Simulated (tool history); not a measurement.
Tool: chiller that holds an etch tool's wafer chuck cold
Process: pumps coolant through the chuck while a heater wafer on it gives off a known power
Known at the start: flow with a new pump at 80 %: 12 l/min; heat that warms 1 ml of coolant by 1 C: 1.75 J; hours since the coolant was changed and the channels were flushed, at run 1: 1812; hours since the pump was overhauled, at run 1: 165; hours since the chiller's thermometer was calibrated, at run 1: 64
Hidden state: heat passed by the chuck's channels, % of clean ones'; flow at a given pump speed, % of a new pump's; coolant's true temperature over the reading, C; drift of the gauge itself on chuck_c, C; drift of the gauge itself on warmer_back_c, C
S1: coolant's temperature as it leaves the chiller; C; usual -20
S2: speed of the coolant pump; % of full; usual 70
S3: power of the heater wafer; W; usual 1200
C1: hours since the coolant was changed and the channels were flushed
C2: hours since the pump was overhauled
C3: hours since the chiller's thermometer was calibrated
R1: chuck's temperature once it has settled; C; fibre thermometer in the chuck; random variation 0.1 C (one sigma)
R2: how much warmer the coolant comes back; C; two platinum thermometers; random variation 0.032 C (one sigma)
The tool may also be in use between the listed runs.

run    hour   S1  S2    S3    C1    C2    C3     R1    R2
  1     0.0  -20  70  1200  1812   165    64   -4.4  4.01
  2    66.8  -20  70  1200  1879   232   131   -4.3  4.06
  3   128.0  -20  70  1200  1940   293   192   -4.3  4.05
  4   188.3  -20  70  1200  2000   353   253   -4.1  4.05
  5   230.5  -19  70  1200  2042   395   295   -3.3  4.04
  6   263.2  -19  70  1200  2075   428   328   -3.2  4.05
  7   336.9  -20  70  1200  2149   502   401   -4.1  4.09
  8   385.6  -20  70  1200  2198   551   450   -4.1  4.04
  9   458.2  -20  70  1200  2270   623   523   -4.1  4.04
 10   524.3  -20  70  1200  2336   689   589   -4.0  4.13
 11   582.0  -20  70  1200  2394   747   646   -3.9  4.01
 12   639.0  -20  73  1200  2451   804   703   -4.2  3.85
 13   713.7  -20  70  1200  2526   879   778   -4.1  4.01
 14   775.3  -20  70  1200  2587   940   840   -4.1  4.10
 15   847.8  -20  70  1200  2660  1013   912   -3.8  4.05
 16   910.4  -20  70  1200  2722  1075   975   -3.7  4.09
 17   956.5  -20  70   670  2768  1121  1021  -10.9  2.28
 18   990.5  -13  70   954  2802  1155  1055    0.2  3.20
 19  1051.9  -11  62  1442  2864  1217  1116   10.0  5.60
 20  1095.0  -20  70   786  2907  1260  1159   -9.1  2.64
 21  1151.1  -29  70   827  2963  1316  1215  -17.7  2.82
 22  1188.5  -20  82  1307  3000  1353  1253   -3.8  3.75
 23  1226.4  -20  97  1502  3038  1391  1291   -3.1  3.53
 24  1291.4  -10  69  1200  3103  1456  1356    6.7  4.18
 25  1332.8  -20  70  1656  3145  1498  1397    2.6  5.67
 26  1396.3  -20  93  1136  3208  1561  1461   -7.0  2.85
 27  1452.1  -27  76  1200  3264  1617  1516  -11.2  3.70
 28  1510.9  -17  73  1200  3323  1676  1575   -0.8  3.84
 29  1551.4  -24  74  1006  3363  1716  1616  -10.5  3.16
 30  1595.1  -24  74  1006  3407  1760  1659  -10.4  3.25
 31  1655.6  -28  91  1190  3467  1820  1720  -14.0  2.99

Forecast each of these 4 alternatives for the next run:
  A  1709.0  -23  68  1200  3521  1874  1773   ?   ?
  B  1709.0  -20  79  1144  3521  1874  1773   ?   ?
  C  1709.0  -27  70  1442  3521  1874  1773   ?   ?
  D  1709.0  -28  69  1044  3521  1874  1773   ?   ?

run     R1    R2
  A   -6.0  4.23
  B   -5.0  3.45
  C   -6.7  4.93
  D  -13.2  3.61
Without the tool's hidden state the same runs would have given:
run     R1    R2
  A   -7.9  4.11
  B   -6.6  3.35
  C   -8.9  4.79
  D  -14.9  3.50

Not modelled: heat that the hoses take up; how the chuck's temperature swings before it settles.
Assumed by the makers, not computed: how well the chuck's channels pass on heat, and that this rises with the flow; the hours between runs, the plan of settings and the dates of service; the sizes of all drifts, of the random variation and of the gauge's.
